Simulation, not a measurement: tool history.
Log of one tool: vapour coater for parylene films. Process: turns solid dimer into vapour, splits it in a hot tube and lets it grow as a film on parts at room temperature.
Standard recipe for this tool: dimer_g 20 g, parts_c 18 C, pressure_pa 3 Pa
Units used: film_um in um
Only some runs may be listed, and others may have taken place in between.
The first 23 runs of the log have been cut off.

| run | hour | dimer_g | parts_c | pressure_pa | film_um |
|---|---|---|---|---|---|
| 24 | 778.4 | 21 | 18 | 2.86 | 4.77 |
|  | 826 | trap's valve overhauled |
| 25 | 828 | 16 | 15 | 2.82 | 4.72 |
| 26 | 866 | 19 | 23 | 3.85 | 3.78 |
| 27 | 904.2 | 22 | 11 | 3.85 | 6.3 |
| 28 | 940.4 | 22 | 10 | 2.01 | 6.23 |
| 29 | 960.8 | 22 | 10 | 2.01 | 6.13 |
| 30 | 1005 | 26 | 12 | 3.83 | 7.13 |
| 31 | 1048.5 | 32 | 12 | 11.69 | 6.86 |
| 32 | 1096.4 | 32 | 14 | 3.39 | 8.32 |
| 33 | 1135.9 | 32 | 14 | 3.39 | 8.25 |
|  | 1154.4 | trap's valve overhauled |
| 34 | 1188.9 | 19 | 10 | 10.45 | 4.84 |
| 35 | 1218.8 | 19 | 10 | 10.45 | 4.85 |
| 36 | 1250.5 | 13 | 13 | 2.3 | 3.72 |
| 37 | 1282.8 | 23 | 18 | 2.29 | 5.94 |
| 38 | 1307.1 | 23 | 18 | 2.29 | 5.81 |
| 39 | 1337 | 12 | 11 | 2.29 | 3.29 |
| 40 | 1374.4 | 20 | 13 | 5.11 | 4.99 |
| 41 | 1409.8 | 20 | 28 | 3 | 3.07 |
| 42 | 1454.3 | 20 | 28 | 3 | 3.05 |
|  | 1481.2 | trap's valve overhauled |
| 43 | 1486.7 | 25 | 21 | 3.02 | 5.64 |
| 44 | 1520 | 30 | 13 | 6.16 | 7.75 |
| 45 | 1552.7 | 30 | 13 | 6.16 | 7.62 |
| 46 | 1590.9 | 30 | 13 | 6.16 | 7.53 |

5 ways to go on from here, each from the tool as it stands after run 46. What would each give?
| A | 1637.4 | 27 | 13 | 6.16 | ? |
| B | 1637.4 | 35 | 19 | 3 | ? |
| C | 1637.4 | 21 | 18 | 2.05 | ? |
| D | 1637.4 | 30 | 13 | 3.41 | ? |
| E | 1637.4 | 18 | 14 | 11.05 | ? |

| run | film_um |
|---|---|
| A | 6.58 |
| B | 8.03 |
| C | 5.48 |
| D | 8.31 |
| E | 3.65 |
Take away the tool's hidden state, keep each run's random variation, and the runs would have read:
| run | film_um |
|---|---|
| A | 7.28 |
| B | 8.87 |
| C | 6.06 |
| D | 8.89 |
| E | 4.04 |
